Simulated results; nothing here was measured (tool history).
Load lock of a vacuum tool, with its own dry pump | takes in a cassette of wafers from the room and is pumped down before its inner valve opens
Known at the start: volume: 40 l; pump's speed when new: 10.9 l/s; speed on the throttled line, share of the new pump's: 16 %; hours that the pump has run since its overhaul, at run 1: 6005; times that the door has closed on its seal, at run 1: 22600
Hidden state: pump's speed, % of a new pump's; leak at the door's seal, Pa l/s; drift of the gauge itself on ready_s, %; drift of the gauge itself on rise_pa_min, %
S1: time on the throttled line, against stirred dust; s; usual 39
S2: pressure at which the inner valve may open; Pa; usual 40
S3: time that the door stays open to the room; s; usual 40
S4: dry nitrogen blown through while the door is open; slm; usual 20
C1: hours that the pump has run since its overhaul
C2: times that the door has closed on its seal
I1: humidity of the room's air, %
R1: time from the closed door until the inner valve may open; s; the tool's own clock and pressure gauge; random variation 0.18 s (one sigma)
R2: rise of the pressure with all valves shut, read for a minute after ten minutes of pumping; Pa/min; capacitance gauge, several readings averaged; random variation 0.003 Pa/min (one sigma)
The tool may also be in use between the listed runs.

Run 1, hour 0.0: usual settings; C1 6005; C2 22600; I1 43.1. Result: R1 64.3 s, R2 0.148 Pa/min.
Run 2, hour 192.7: usual settings but S1 31 s; C1 6197; C2 23129; I1 45.4. Result: R1 57.8 s, R2 0.144 Pa/min.
Run 3, hour 285.8: usual settings but S1 31 s; C1 6290; C2 23384; I1 44.5. Result: R1 57.7 s, R2 0.154 Pa/min.
Run 4, hour 395.6: usual settings but S1 31 s; C1 6400; C2 23685; I1 42.6. Result: R1 57.8 s, R2 0.157 Pa/min.
Run 5, hour 567.6: usual settings; C1 6572; C2 24156; I1 47.8. Result: R1 64.6 s, R2 0.164 Pa/min.
Run 6, hour 708.6: usual settings; C1 6713; C2 24543; I1 47.9. Result: R1 64.9 s, R2 0.168 Pa/min.
Run 7, hour 790.3: usual settings; C1 6795; C2 24767; I1 47.8. Result: R1 64.7 s, R2 0.164 Pa/min.
Run 8, hour 934.5: usual settings; C1 6939; C2 25162; I1 48.6. Result: R1 64.8 s, R2 0.167 Pa/min.
Run 9, hour 1106.0: usual settings but S3 41 s; C1 7111; C2 25632; I1 44.5. Result: R1 65.2 s, R2 0.166 Pa/min.
Run 10, hour 1278.7: usual settings but S3 41 s; C1 7283; C2 26105; I1 44.9. Result: R1 64.8 s, R2 0.179 Pa/min.
Run 11, hour 1437.3: usual settings but S3 41 s; C1 7442; C2 26540; I1 46.0. Result: R1 65.3 s, R2 0.182 Pa/min.
Run 12, hour 1610.4: usual settings but S3 41 s; C1 7615; C2 27014; I1 46.8. Result: R1 65.2 s, R2 0.187 Pa/min.
Run 13, hour 1779.7: usual settings but S3 41 s; C1 7784; C2 27478; I1 46.1. Result: R1 65.3 s, R2 0.191 Pa/min.
Run 14, hour 1931.8: usual settings but S1 44 s, S3 196 s; C1 7936; C2 27895; I1 44.8. Result: R1 69.4 s, R2 0.214 Pa/min.
Run 15, hour 2104.7: usual settings but S1 64 s, S2 35 Pa, S3 59 s, S4 12 slm; C1 8109; C2 28369; I1 43.4. Result: R1 86.1 s, R2 0.207 Pa/min.
Run 16, hour 2248.4: usual settings but S1 44 s, S2 34 Pa, S3 59 s, S4 19 slm; C1 8253; C2 28763; I1 44.3. Result: R1 69.9 s, R2 0.210 Pa/min.
Run 17, hour 2360.3: usual settings but S1 44 s, S2 43 Pa, S3 59 s, S4 19 slm; C1 8365; C2 29070; I1 42.1. Result: R1 69.2 s, R2 0.207 Pa/min.

Forecast run 18:
Run 18, hour 2474.0: usual settings but S1 44 s, S2 43 Pa, S3 59 s, S4 19 slm; C1 8479; C2 29381; I1 46.4. Result: R1 ?, R2 ?.

Run 18 gave R1 69.3 s, R2 0.214 Pa/min.
Without the tool's hidden state the same run would have given R1 65.5 s, R2 0.030 Pa/min.
